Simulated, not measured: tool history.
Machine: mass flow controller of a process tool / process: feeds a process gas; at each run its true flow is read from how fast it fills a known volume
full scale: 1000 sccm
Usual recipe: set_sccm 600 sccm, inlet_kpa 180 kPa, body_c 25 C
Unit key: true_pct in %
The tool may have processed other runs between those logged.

run 1 hour=0.0 | set_sccm=600 inlet_kpa=180 body_c=25 | true_pct=98.04
run 2 hour=86.3 | set_sccm=427 inlet_kpa=180 body_c=25 | true_pct=97.31
run 3 hour=190.3 | set_sccm=600 inlet_kpa=180 body_c=32 | true_pct=98.41
run 4 hour=330.2 | set_sccm=600 inlet_kpa=180 body_c=32 | true_pct=98.39
run 5 hour=449.5 | set_sccm=600 inlet_kpa=180 body_c=32 | true_pct=98.20
run 6 hour=597.8 | set_sccm=600 inlet_kpa=180 body_c=32 | true_pct=98.22
run 7 hour=724.1 | set_sccm=169 inlet_kpa=156 body_c=31 | true_pct=95.42
run 8 hour=886.1 | set_sccm=180 inlet_kpa=178 body_c=32 | true_pct=95.71
run 9 hour=1051.8 | set_sccm=180 inlet_kpa=178 body_c=32 | true_pct=95.36
run 10 hour=1155.6 | set_sccm=180 inlet_kpa=178 body_c=32 | true_pct=95.38
run 11 hour=1264.9 | set_sccm=269 inlet_kpa=185 body_c=32 | true_pct=96.30
run 12 hour=1428.8 | set_sccm=269 inlet_kpa=185 body_c=32 | true_pct=96.11

Branching from run 12: 4 alternative next runs. What would each branch give?
run A hour=1527.0 | set_sccm=600 inlet_kpa=192 body_c=25 | true_pct=?
run B hour=1527.0 | set_sccm=142 inlet_kpa=152 body_c=30 | true_pct=?
run C hour=1527.0 | set_sccm=235 inlet_kpa=193 body_c=32 | true_pct=?
run D hour=1527.0 | set_sccm=269 inlet_kpa=210 body_c=24 | true_pct=?

run=A true_pct=97.68
run=B true_pct=94.21
run=C true_pct=95.92
run=D true_pct=95.91
With the hidden condition removed and each run's random variation left untouched, the same runs would have given:
run=A true_pct=98.71
run=B true_pct=97.20
run=C true_pct=97.90
run=D true_pct=97.69
